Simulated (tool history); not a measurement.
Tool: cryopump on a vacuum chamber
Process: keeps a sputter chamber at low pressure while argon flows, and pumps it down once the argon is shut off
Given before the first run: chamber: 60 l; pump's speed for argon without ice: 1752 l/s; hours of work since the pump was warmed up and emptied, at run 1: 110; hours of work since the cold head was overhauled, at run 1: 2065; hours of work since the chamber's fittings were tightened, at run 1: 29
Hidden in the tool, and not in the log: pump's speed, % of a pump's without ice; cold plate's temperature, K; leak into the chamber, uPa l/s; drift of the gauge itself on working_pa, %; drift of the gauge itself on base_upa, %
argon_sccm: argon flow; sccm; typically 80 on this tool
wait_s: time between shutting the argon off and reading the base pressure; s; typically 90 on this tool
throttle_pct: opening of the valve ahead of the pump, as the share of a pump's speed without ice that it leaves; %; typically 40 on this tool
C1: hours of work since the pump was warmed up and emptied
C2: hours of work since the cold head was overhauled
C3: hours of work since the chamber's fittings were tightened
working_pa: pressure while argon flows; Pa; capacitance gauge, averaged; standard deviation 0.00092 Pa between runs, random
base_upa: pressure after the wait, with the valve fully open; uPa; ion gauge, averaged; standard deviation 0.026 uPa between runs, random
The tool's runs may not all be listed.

run 1 hour=0 | argon_sccm=80 wait_s=90 throttle_pct=40 | C1=110 C2=2065 C3=29 | working_pa=0.1961 base_upa=1.23
run 2 hour=57.9 | argon_sccm=80 wait_s=90 throttle_pct=40 | C1=151 C2=2106 C3=70 | working_pa=0.1996 base_upa=1.15
run 3 hour=104.3 | argon_sccm=80 wait_s=90 throttle_pct=40 | C1=184 C2=2139 C3=103 | working_pa=0.2017 base_upa=1.22
run 4 hour=179.8 | argon_sccm=80 wait_s=90 throttle_pct=40 | C1=237 C2=2192 C3=156 | working_pa=0.2036 base_upa=1.29
run 5 hour=227.5 | argon_sccm=51 wait_s=90 throttle_pct=40 | C1=271 C2=2226 C3=190 | working_pa=0.1307 base_upa=1.21
run 6 hour=280.9 | argon_sccm=51 wait_s=90 throttle_pct=40 | C1=308 C2=2263 C3=228 | working_pa=0.1312 base_upa=1.31
run 7 hour=341.8 | argon_sccm=80 wait_s=90 throttle_pct=40 | C1=352 C2=2306 C3=271 | working_pa=0.2064 base_upa=1.32
run 8 hour=392.6 | argon_sccm=80 wait_s=90 throttle_pct=40 | C1=387 C2=2342 C3=307 | working_pa=0.2073 base_upa=1.39
run 9 hour=469.3 | argon_sccm=80 wait_s=90 throttle_pct=40 | C1=442 C2=2397 C3=361 | working_pa=0.2125 base_upa=1.38
run 10 hour=552.3 | argon_sccm=80 wait_s=90 throttle_pct=29 | C1=500 C2=2455 C3=420 | working_pa=0.2876 base_upa=1.42
run 11 hour=618.6 | argon_sccm=80 wait_s=90 throttle_pct=29 | C1=547 C2=2502 C3=467 | working_pa=0.2875 base_upa=1.5
run 12 hour=706.6 | argon_sccm=80 wait_s=90 throttle_pct=29 | C1=609 C2=2564 C3=529 | working_pa=0.2952 base_upa=1.51
-- hour=756.8 pump warmed up, emptied and cooled again
run 13 hour=758.2 | argon_sccm=80 wait_s=90 throttle_pct=29 | C1=1 C2=2597 C3=562 | working_pa=0.2671 base_upa=1.39
run 14 hour=830.1 | argon_sccm=80 wait_s=90 throttle_pct=43 | C1=52 C2=2648 C3=613 | working_pa=0.1834 base_upa=1.43
run 15 hour=915.9 | argon_sccm=80 wait_s=90 throttle_pct=21 | C1=113 C2=2709 C3=674 | working_pa=0.3705 base_upa=1.51
run 16 hour=982 | argon_sccm=80 wait_s=90 throttle_pct=21 | C1=159 C2=2756 C3=720 | working_pa=0.3747 base_upa=1.48
run 17 hour=1046.8 | argon_sccm=80 wait_s=249 throttle_pct=21 | C1=205 C2=2802 C3=766 | working_pa=0.3771 base_upa=0.92
run 18 hour=1106.4 | argon_sccm=41 wait_s=274 throttle_pct=58 | C1=247 C2=2844 C3=808 | working_pa=0.0743 base_upa=0.95
run 19 hour=1178.5 | argon_sccm=96 wait_s=274 throttle_pct=58 | C1=298 C2=2895 C3=859 | working_pa=0.1748 base_upa=1.04
run 20 hour=1235.9 | argon_sccm=55 wait_s=90 throttle_pct=43 | C1=339 C2=2935 C3=900 | working_pa=0.1347 base_upa=1.69
run 21 hour=1321.8 | argon_sccm=40 wait_s=90 throttle_pct=43 | C1=400 C2=2996 C3=961 | working_pa=0.0984 base_upa=1.7
run 22 hour=1394.6 | argon_sccm=49 wait_s=53 throttle_pct=23 | C1=451 C2=3048 C3=1012 | working_pa=0.2173 base_upa=2.4
run 23 hour=1483.1 | argon_sccm=34 wait_s=90 throttle_pct=21 | C1=514 C2=3110 C3=1075 | working_pa=0.1666 base_upa=1.86
run 24 hour=1572.9 | argon_sccm=34 wait_s=90 throttle_pct=21 | C1=577 C2=3174 C3=1138 | working_pa=0.1664 base_upa=1.94
run 25 hour=1618.7 | argon_sccm=51 wait_s=150 throttle_pct=40 | C1=610 C2=3206 C3=1171 | working_pa=0.1403 base_upa=1.55
-- hour=1665.9 pump warmed up, emptied and cooled again
run 26 hour=1704.2 | argon_sccm=77 wait_s=31 throttle_pct=52 | C1=27 C2=3263 C3=1228 | working_pa=0.1448 base_upa=3.56
run 27 hour=1773.7 | argon_sccm=77 wait_s=31 throttle_pct=52 | C1=76 C2=3312 C3=1277 | working_pa=0.1475 base_upa=3.55
run 28 hour=1834.7 | argon_sccm=159 wait_s=31 throttle_pct=27 | C1=119 C2=3355 C3=1320 | working_pa=0.579 base_upa=3.65
run 29 hour=1908.5 | argon_sccm=159 wait_s=90 throttle_pct=25 | C1=172 C2=3408 C3=1372 | working_pa=0.6303 base_upa=1.87

Measured minus without-hidden-state, run by run (identical run-to-run variation in each term; gauge scatter may differ):
run=1 working_pa=+0.0046 base_upa=+0.05
run=2 working_pa=+0.0061 base_upa=+0.07
run=3 working_pa=+0.0074 base_upa=+0.09
run=4 working_pa=+0.0095 base_upa=+0.13
run=5 working_pa=+0.0069 base_upa=+0.14
run=6 working_pa=+0.0079 base_upa=+0.18
run=7 working_pa=+0.0143 base_upa=+0.21
run=8 working_pa=+0.0159 base_upa=+0.25
run=9 working_pa=+0.0187 base_upa=+0.28
run=10 working_pa=+0.0216 base_upa=+0.33
run=11 working_pa=+0.0238 base_upa=+0.38
run=12 working_pa=+0.0275 base_upa=+0.43
run=13 working_pa=+0.0017 base_upa=+0.3
run=14 working_pa=+0.0035 base_upa=+0.33
run=15 working_pa=+0.0057 base_upa=+0.38
run=16 working_pa=+0.0075 base_upa=+0.41
run=17 working_pa=+0.0091 base_upa=+0.44
run=18 working_pa=+0.0055 base_upa=+0.47
run=19 working_pa=+0.0153 base_upa=+0.55
run=20 working_pa=+0.0101 base_upa=+0.57
run=21 working_pa=+0.0086 base_upa=+0.61
run=22 working_pa=+0.012 base_upa=+0.67
run=23 working_pa=+0.0097 base_upa=+0.73
run=24 working_pa=+0.0112 base_upa=+0.83
run=25 working_pa=+0.018 base_upa=+0.83
run=26 working_pa=+0.0028 base_upa=+0.64
run=27 working_pa=+0.0045 base_upa=+0.68
run=28 working_pa=+0.0122 base_upa=+0.72
run=29 working_pa=+0.0161 base_upa=+0.77
